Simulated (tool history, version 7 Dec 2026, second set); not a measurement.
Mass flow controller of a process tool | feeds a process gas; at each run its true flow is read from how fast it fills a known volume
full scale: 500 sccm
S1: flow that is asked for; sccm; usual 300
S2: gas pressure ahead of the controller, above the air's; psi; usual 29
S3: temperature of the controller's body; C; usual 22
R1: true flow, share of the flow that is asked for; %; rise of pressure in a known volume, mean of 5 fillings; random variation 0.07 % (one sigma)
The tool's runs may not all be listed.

| run | hour | S1 | S2 | S3 | R1 |
|---|---|---|---|---|---|
| 1 | 0 | 300 | 29 | 22 | 98.4 |
| 2 | 257.9 | 300 | 29 | 22 | 98.41 |
| 3 | 703.6 | 300 | 29 | 22 | 98.28 |
| 4 | 1076.9 | 300 | 29 | 22 | 98.42 |
| 5 | 1510.9 | 300 | 29 | 32 | 99.38 |
| 6 | 1958.3 | 300 | 29 | 32 | 99.36 |
| 7 | 2289.8 | 300 | 29 | 22 | 98.4 |
| 8 | 2717.1 | 300 | 29 | 22 | 98.44 |
| 9 | 3058.6 | 300 | 29 | 22 | 98.47 |
| 10 | 3315.7 | 300 | 29 | 22 | 98.46 |
| 11 | 3760.5 | 300 | 29 | 32 | 99.45 |
| 12 | 3977.4 | 300 | 29 | 22 | 98.37 |
| 13 | 4238.5 | 300 | 29 | 22 | 98.31 |
| 14 | 4539.2 | 300 | 29 | 22 | 98.5 |
| 15 | 4934 | 300 | 29 | 22 | 98.34 |
| 16 | 5290.2 | 300 | 29 | 22 | 98.36 |
| 17 | 5686.5 | 300 | 29 | 22 | 98.48 |
| 18 | 6129.2 | 300 | 20.6 | 22 | 98.74 |
| 19 | 6573.1 | 300 | 20.6 | 22 | 98.65 |
| 20 | 6925.8 | 300 | 20.6 | 22 | 98.71 |
| 21 | 7274.5 | 300 | 20.6 | 22 | 98.64 |
| 22 | 7629 | 300 | 24.5 | 22 | 98.52 |
| 23 | 7817.4 | 190 | 32.3 | 36 | 99.06 |
| 24 | 8016.9 | 62 | 32.5 | 38 | 98.44 |
| 25 | 8254.2 | 91 | 36.1 | 31 | 97.78 |
| 26 | 8604.1 | 286 | 26.8 | 31 | 99.2 |
| 27 | 9055.1 | 300 | 29 | 28 | 99 |
| 28 | 9367.2 | 188 | 29 | 37 | 99.27 |
| 29 | 9651.7 | 188 | 29 | 37 | 99.15 |
| 30 | 10102.1 | 188 | 29 | 37 | 99.44 |
|  | 10232.2 | controller exchanged for a calibrated one |
| 31 | 10504.9 | 190 | 25.8 | 31 | 98.6 |
| 32 | 10914.5 | 190 | 25.8 | 31 | 98.73 |
| 33 | 11262.1 | 152 | 29 | 30 | 98.12 |
| 34 | 11676.8 | 152 | 29 | 30 | 98.36 |
| 35 | 11957.6 | 98 | 29 | 30 | 97.89 |
| 36 | 12363.8 | 98 | 29 | 30 | 97.92 |
| 37 | 12672.4 | 98 | 29 | 30 | 97.86 |
| 38 | 13080.7 | 398 | 23.6 | 20 | 98.96 |
| 39 | 13493.7 | 300 | 21.3 | 37 | 100.38 |
| 40 | 13817.9 | 158 | 24.7 | 31 | 98.56 |

The next listed run, before its measurement:
| 41 | 14222.2 | 158 | 24.7 | 31 | ? |

Run 41 gave R1 98.6 %.
Without the tool's hidden state the same run would have given R1 98.6 %.
